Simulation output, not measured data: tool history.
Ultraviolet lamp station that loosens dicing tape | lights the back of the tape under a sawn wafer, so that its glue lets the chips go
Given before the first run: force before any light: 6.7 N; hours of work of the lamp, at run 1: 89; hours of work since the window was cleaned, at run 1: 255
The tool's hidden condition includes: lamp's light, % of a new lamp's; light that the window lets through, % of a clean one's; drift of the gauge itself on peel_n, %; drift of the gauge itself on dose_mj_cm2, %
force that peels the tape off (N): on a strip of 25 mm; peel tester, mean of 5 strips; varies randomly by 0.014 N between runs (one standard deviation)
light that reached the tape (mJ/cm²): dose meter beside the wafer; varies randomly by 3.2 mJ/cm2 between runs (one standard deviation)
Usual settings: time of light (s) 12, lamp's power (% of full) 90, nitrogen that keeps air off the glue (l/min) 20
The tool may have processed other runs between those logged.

| run | hour | time of light (s) | lamp's power (% of full) | nitrogen that keeps air off the glue (l/min) | hours of work of the lamp | hours of work since the window was cleaned | force that peels the tape off (N) | light that reached the tape (mJ/cm²) |
|---|---|---|---|---|---|---|---|---|
| 1 | 0 | 12 | 90 | 20 | 89 | 255 | 0.822 | 449 |
| 2 | 44.7 | 12 | 90 | 20 | 110 | 276 | 0.799 | 434 |
| 3 | 77.3 | 12 | 90 | 20 | 125 | 291 | 0.861 | 433 |
| 4 | 119.1 | 12 | 90 | 20 | 144 | 310 | 0.882 | 421 |
| 5 | 160.9 | 12 | 90 | 20 | 164 | 330 | 0.938 | 414 |
| 6 | 182.5 | 12 | 90 | 20 | 174 | 340 | 0.917 | 411 |
| 7 | 220.7 | 12 | 90 | 20 | 192 | 358 | 0.975 | 407 |
| 8 | 257.2 | 7 | 90 | 20 | 209 | 375 | 2.081 | 235 |
| 9 | 294.1 | 12 | 90 | 20 | 226 | 392 | 1.036 | 396 |
| 10 | 320.9 | 12 | 90 | 20 | 239 | 404 | 1.05 | 388 |
| 11 | 356 | 12 | 90 | 20 | 255 | 421 | 1.028 | 387 |
| 12 | 389.3 | 12 | 90 | 20 | 271 | 436 | 1.108 | 381 |
| 13 | 433.1 | 12 | 90 | 20 | 291 | 457 | 1.118 | 370 |
| 14 | 467.7 | 12 | 90 | 20 | 307 | 473 | 1.144 | 368 |
| 15 | 515.1 | 12 | 90 | 20 | 329 | 495 | 1.187 | 363 |
| 16 | 541.5 | 12 | 90 | 20 | 341 | 507 | 1.189 | 355 |
| 17 | 563.6 | 12 | 90 | 34 | 352 | 518 | 0.926 | 352 |
| 18 | 591 | 12 | 90 | 34 | 365 | 530 | 0.978 | 348 |
| 19 | 637.2 | 12 | 90 | 34 | 386 | 552 | 0.992 | 338 |
| 20 | 677.5 | 12 | 90 | 34 | 405 | 571 | 1.059 | 338 |
| 21 | 706.8 | 11 | 90 | 18 | 419 | 584 | 1.587 | 303 |
|  | 735.6 | window cleaned of glue's vapour |
| 22 | 755.5 | 12 | 73 | 20 | 441 | 9 | 1.597 | 294 |
| 23 | 801.5 | 6 | 90 | 9 | 463 | 31 | 3.467 | 179 |
| 24 | 841.3 | 12 | 74 | 20 | 481 | 49 | 1.619 | 288 |
| 25 | 882.3 | 12 | 74 | 20 | 500 | 68 | 1.65 | 286 |
| 26 | 929.4 | 12 | 70 | 8 | 522 | 90 | 2.676 | 261 |
| 27 | 961.5 | 11 | 90 | 20 | 537 | 105 | 1.571 | 304 |
| 28 | 990.7 | 11 | 90 | 20 | 551 | 119 | 1.549 | 300 |
| 29 | 1014.8 | 11 | 90 | 20 | 562 | 130 | 1.621 | 299 |
| 30 | 1047.2 | 16 | 90 | 20 | 577 | 145 | 0.892 | 426 |
| 31 | 1091.8 | 12 | 66 | 20 | 598 | 166 | 2.153 | 228 |
| 32 | 1138.3 | 12 | 66 | 20 | 620 | 188 | 2.346 | 223 |
| 33 | 1187.8 | 8 | 94 | 10 | 643 | 211 | 3.012 | 204 |
| 34 | 1222.5 | 8 | 94 | 10 | 659 | 227 | 3.074 | 204 |
| 35 | 1271.5 | 9 | 90 | 20 | 682 | 250 | 2.413 | 210 |
| 36 | 1293.7 | 10 | 81 | 17 | 692 | 260 | 2.471 | 213 |
| 37 | 1326.3 | 13 | 87 | 15 | 707 | 276 | 1.851 | 289 |

5 options for the next run, each taken on its own from the tool as it stands now. Forecast them:
| A | 1371.4 | 13 | 66 | 23 | 728 | 297 | ? | ? |
| B | 1371.4 | 8 | 89 | 15 | 728 | 297 | ? | ? |
| C | 1371.4 | 15 | 87 | 24 | 728 | 297 | ? | ? |
| D | 1371.4 | 16 | 67 | 13 | 728 | 297 | ? | ? |
| E | 1371.4 | 8 | 79 | 30 | 728 | 297 | ? | ? |

| run | force that peels the tape off (N) | light that reached the tape (mJ/cm²) |
|---|---|---|
| A | 2.242 | 212 |
| B | 3.054 | 176 |
| C | 1.314 | 323 |
| D | 2.233 | 261 |
| E | 2.767 | 160 |
Take away the tool's hidden state, keep each run's random variation, and the runs would have read:
| run | force that peels the tape off (N) | light that reached the tape (mJ/cm²) |
|---|---|---|
| A | 0.93 | 395 |
| B | 1.578 | 328 |
| C | 0.401 | 605 |
| D | 0.901 | 491 |
| E | 1.347 | 296 |
